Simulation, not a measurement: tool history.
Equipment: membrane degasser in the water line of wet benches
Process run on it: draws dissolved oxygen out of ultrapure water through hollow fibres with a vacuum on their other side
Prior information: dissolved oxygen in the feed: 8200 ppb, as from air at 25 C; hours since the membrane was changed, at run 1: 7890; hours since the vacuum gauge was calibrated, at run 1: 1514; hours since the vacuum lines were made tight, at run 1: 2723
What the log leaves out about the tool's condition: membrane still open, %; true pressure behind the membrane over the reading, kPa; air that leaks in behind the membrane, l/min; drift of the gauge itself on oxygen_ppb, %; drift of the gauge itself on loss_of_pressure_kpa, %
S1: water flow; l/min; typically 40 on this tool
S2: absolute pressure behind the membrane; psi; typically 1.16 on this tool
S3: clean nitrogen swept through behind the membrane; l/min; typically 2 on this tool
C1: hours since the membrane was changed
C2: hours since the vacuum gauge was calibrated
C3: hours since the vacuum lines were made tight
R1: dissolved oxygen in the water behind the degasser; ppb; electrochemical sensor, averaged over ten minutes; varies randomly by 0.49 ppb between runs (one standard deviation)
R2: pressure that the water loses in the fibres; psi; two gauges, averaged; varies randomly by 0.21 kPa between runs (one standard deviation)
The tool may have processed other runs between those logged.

run    hour  S1     S2    S3     C1    C2    C3     R1      R2
  1       0  40   1.16     2   7890  1514  2723  212.8   6.779
  2   206.5  40   1.16     2   8096  1720  2929  212.7   6.783
  3   412.8  40   1.16     2   8303  1927  3136  214.3   6.876
  4     624  55   1.16     2   8514  2138  3347  296.9   9.342
  5   825.1  40   1.16     2   8715  2339  3548  213.3   6.783
  6   924.4  40   1.16  1.15   8814  2438  3647  334.8   6.841
  7  1149.3  40   1.16  2.84   9039  2663  3872  157.2   6.804
  8  1390.8  40   1.16  2.84   9281  2905  4114  157.1   6.728
  9  1630.3  40   1.16  2.84   9520  3144  4353  156.2   6.775
 10  1844.7  40   1.16  2.84   9735  3358  4567  157.1   6.828
 11  2040.1  40   1.16  2.84   9930  3554  4763  156.4   6.828
 12  2270.9  40   1.16  2.84  10161  3785  4994  156.8   6.743
     2316.2  -- vacuum gauge calibrated
 13  2503.6  40   1.16     2  10393   187  5226  213.4   6.801
 14  2643.6  40   1.16     2  10533   327  5366  213.2   6.737
 15  2793.9  40   1.16     2  10683   478  5516  212.9   6.762
 16  3012.2  40   1.16     2  10902   696  5734  212.1   6.778
 17  3165.7  40   1.16     2  11055   850  5888  213.3   6.788
 18  3344.6  40   1.16  0.99  11234  1028  6067  376.7   6.831
 19  3516.2  40  0.788  2.65  11406  1200  6238   80.4   6.762
 20  3721.3  29  1.118  2.65  11611  1405  6444  115.2   4.907
 21  3832.8  29  1.118  2.65  11722  1517  6555    115   4.905
 22  4034.6  42  1.156  1.03  11924  1718  6757  377.9   7.124
 23  4198.5  42  1.156  1.03  12088  1882  6921  379.1   7.129
 24  4377.6  42  1.156  1.03  12267  2061  7100  380.2    7.11
 25  4539.5  40  2.582     2  12429  2223  7262  610.1    6.83
     4654.2  -- seals of the vacuum lines changed
 26  4760.9  40   1.16  4.66  12648  2443   107  100.9   6.827
 27    4930  45   1.16  5.64  12817  2612   276   98.9   7.625
 28  5110.6  61  1.095     2  12998  2792   456    308  10.343
 29  5308.6  47  2.715     2  13196  2990   654  743.4    7.98
 30  5441.7  47  2.715     2  13329  3123   787  744.9   8.025
 31  5664.3  40  1.405  3.28  13552  3346  1010  184.8   6.773

Here are 4 independent what-if runs from the current tool condition. What would each one return?
  A  5885.5  35   2.49  3.22  13773  3567  1231   ?   ?
  B  5885.5  48  1.545     2  13773  3567  1231   ?   ?
  C  5885.5  51  1.143  1.23  13773  3567  1231   ?   ?
  D  5885.5  26  0.992  3.75  13773  3567  1231   ?   ?

run     R1     R2
  A    346  5.961
  B  384.8  8.179
  C  387.3  8.615
  D   60.6  4.387
Without the tool's unlogged condition, the same runs would have read:
run     R1     R2
  A  345.9  5.955
  B  384.6  8.171
  C  387.1  8.607
  D   60.6  4.383

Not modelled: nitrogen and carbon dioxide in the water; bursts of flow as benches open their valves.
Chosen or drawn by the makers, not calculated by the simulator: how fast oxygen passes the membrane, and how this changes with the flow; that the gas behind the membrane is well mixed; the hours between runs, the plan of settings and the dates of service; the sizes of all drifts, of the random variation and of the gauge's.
